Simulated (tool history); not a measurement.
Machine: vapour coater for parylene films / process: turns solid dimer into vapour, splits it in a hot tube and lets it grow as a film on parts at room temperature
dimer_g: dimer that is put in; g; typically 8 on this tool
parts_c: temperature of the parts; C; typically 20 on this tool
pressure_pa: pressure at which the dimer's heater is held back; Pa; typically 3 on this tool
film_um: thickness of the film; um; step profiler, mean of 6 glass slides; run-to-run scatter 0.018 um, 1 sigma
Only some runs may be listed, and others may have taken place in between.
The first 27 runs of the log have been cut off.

{"run": 28, "day": 27.038, "dimer_g": 7, "parts_c": 29, "pressure_pa": 4.35, "film_um": 0.74}
{"run": 29, "day": 28.379, "dimer_g": 5, "parts_c": 20, "pressure_pa": 3, "film_um": 0.83}
{"run": 30, "day": 29.225, "dimer_g": 10, "parts_c": 13, "pressure_pa": 3, "film_um": 2.17}
{"run": 31, "day": 30.662, "dimer_g": 6, "parts_c": 20, "pressure_pa": 3.19, "film_um": 0.98}
{"run": 32, "day": 31.958, "dimer_g": 6, "parts_c": 20, "pressure_pa": 3.19, "film_um": 0.93}
{"run": 33, "day": 33.038, "dimer_g": 6, "parts_c": 20, "pressure_pa": 3.19, "film_um": 0.95}
{"run": 34, "day": 33.838, "dimer_g": 8, "parts_c": 22, "pressure_pa": 4.86, "film_um": 1.06}
{"run": 35, "day": 35.15, "dimer_g": 8, "parts_c": 22, "pressure_pa": 7.15, "film_um": 1}
{"run": 36, "day": 36.5, "dimer_g": 6, "parts_c": 22, "pressure_pa": 4.18, "film_um": 0.8}
{"run": 37, "day": 37.438, "dimer_g": 8, "parts_c": 25, "pressure_pa": 3, "film_um": 1.05}
{"run": 38, "day": 38.271, "dimer_g": 8, "parts_c": 25, "pressure_pa": 2.72, "film_um": 1.04}
{"run": 39, "day": 39.633, "dimer_g": 8, "parts_c": 25, "pressure_pa": 2.72, "film_um": 1.06}
{"run": 40, "day": 40.779, "dimer_g": 8, "parts_c": 25, "pressure_pa": 2.72, "film_um": 1.04}
{"run": 41, "day": 42.2, "dimer_g": 8, "parts_c": 28, "pressure_pa": 3, "film_um": 0.9}
{"run": 42, "day": 42.892, "dimer_g": 8, "parts_c": 28, "pressure_pa": 3, "film_um": 0.88}
{"run": 43, "day": 44.362, "dimer_g": 8, "parts_c": 13, "pressure_pa": 2.8, "film_um": 1.69}
{"run": 44, "day": 45.4, "dimer_g": 8, "parts_c": 13, "pressure_pa": 2.8, "film_um": 1.69}
{"run": 45, "day": 46.154, "dimer_g": 12, "parts_c": 23, "pressure_pa": 2.16, "film_um": 1.74}

Below are 4 alternative next runs, each starting from the tool's condition after run 45. Predict each:
{"run": "A", "day": 47.608, "dimer_g": 7, "parts_c": 20, "pressure_pa": 3.98, "film_um": "?"}
{"run": "B", "day": 47.608, "dimer_g": 10, "parts_c": 28, "pressure_pa": 7.39, "film_um": "?"}
{"run": "C", "day": 47.608, "dimer_g": 12, "parts_c": 18, "pressure_pa": 2.6, "film_um": "?"}
{"run": "D", "day": 47.608, "dimer_g": 5, "parts_c": 17, "pressure_pa": 4.85, "film_um": "?"}

run=A film_um=0.98
run=B film_um=0.91
run=C film_um=2.03
run=D film_um=0.76
With no hidden state in the tool, these same runs would have given:
run=A film_um=1.12
run=B film_um=1.03
run=C film_um=2.32
run=D film_um=0.87
